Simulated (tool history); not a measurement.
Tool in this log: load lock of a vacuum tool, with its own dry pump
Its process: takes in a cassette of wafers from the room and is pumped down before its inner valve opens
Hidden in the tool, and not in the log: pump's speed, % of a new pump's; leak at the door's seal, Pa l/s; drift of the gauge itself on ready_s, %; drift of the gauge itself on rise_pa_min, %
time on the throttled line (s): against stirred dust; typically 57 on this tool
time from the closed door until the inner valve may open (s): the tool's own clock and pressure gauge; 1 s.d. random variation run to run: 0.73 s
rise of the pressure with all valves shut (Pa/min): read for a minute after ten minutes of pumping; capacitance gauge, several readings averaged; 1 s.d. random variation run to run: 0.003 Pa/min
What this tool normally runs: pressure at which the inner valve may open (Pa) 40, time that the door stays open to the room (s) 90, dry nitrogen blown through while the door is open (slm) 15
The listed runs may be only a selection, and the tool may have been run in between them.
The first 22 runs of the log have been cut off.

| run | hour | time on the throttled line (s) | pressure at which the inner valve may open (Pa) | time that the door stays open to the room (s) | dry nitrogen blown through while the door is open (slm) | hours that the pump has run since its overhaul | times that the door has closed on its seal | incoming humidity of the room's air, % | time from the closed door until the inner valve may open (s) | rise of the pressure with all valves shut (Pa/min) |
|---|---|---|---|---|---|---|---|---|---|---|
| 23 | 1997.2 | 60 | 79 | 90 | 4 | 3582 | 19221 | 41.5 | 107.9 | 0.108 |
| 24 | 2080.4 | 44 | 40 | 58 | 12 | 3665 | 19629 | 45.4 | 103.3 | 0.102 |
| 25 | 2139.8 | 33 | 37 | 90 | 19 | 3725 | 19919 | 47.6 | 96.3 | 0.102 |
| 26 | 2197.7 | 57 | 40 | 25 | 15 | 3783 | 20203 | 42.8 | 113.0 | 0.095 |
| 27 | 2260.9 | 57 | 40 | 25 | 15 | 3846 | 20513 | 44.7 | 113.7 | 0.095 |
| 28 | 2368.8 | 57 | 64 | 128 | 15 | 3954 | 21041 | 43.9 | 108.3 | 0.112 |
| 29 | 2415.8 | 57 | 40 | 154 | 15 | 4001 | 21271 | 47.1 | 112.4 | 0.120 |
| 30 | 2464.5 | 37 | 40 | 154 | 8 | 4049 | 21510 | 44.2 | 100.0 | 0.134 |
| 31 | 2513.6 | 77 | 73 | 36 | 5 | 4098 | 21750 | 45.6 | 120.9 | 0.118 |
| 32 | 2630.6 | 77 | 73 | 36 | 5 | 4215 | 22323 | 47.9 | 121.4 | 0.126 |
| 33 | 2706.7 | 106 | 52 | 184 | 13 | 4291 | 22696 | 46.8 | 143.7 | 0.134 |
| 34 | 2765.6 | 57 | 40 | 75 | 23 | 4350 | 22984 | 45.7 | 113.4 | 0.115 |
| 35 | 2876.3 | 37 | 40 | 123 | 15 | 4461 | 23526 | 46.8 | 99.4 | 0.129 |
| 36 | 2951.2 | 37 | 40 | 123 | 15 | 4536 | 23893 | 46.3 | 98.7 | 0.131 |
| 37 | 3003.9 | 37 | 40 | 123 | 15 | 4589 | 24151 | 42.4 | 99.7 | 0.135 |
| 38 | 3085.0 | 101 | 40 | 45 | 15 | 4670 | 24548 | 44.3 | 144.1 | 0.122 |

Here are 3 independent what-if runs from the current tool condition. What would each one return?
| A | 3135.9 | 36 | 40 | 45 | 15 | 4721 | 24797 | 46.4 | ? | ? |
| B | 3135.9 | 57 | 40 | 193 | 15 | 4721 | 24797 | 45.9 | ? | ? |
| C | 3135.9 | 83 | 31 | 90 | 8 | 4721 | 24797 | 40.7 | ? | ? |

| run | time from the closed door until the inner valve may open (s) | rise of the pressure with all valves shut (Pa/min) |
|---|---|---|
| A | 98.6 | 0.123 |
| B | 114.1 | 0.143 |
| C | 132.0 | 0.128 |
With no hidden state in the tool, these same runs would have given:
| run | time from the closed door until the inner valve may open (s) | rise of the pressure with all valves shut (Pa/min) |
|---|---|---|
| A | 96.1 | 0.035 |
| B | 111.8 | 0.056 |
| C | 130.0 | 0.043 |

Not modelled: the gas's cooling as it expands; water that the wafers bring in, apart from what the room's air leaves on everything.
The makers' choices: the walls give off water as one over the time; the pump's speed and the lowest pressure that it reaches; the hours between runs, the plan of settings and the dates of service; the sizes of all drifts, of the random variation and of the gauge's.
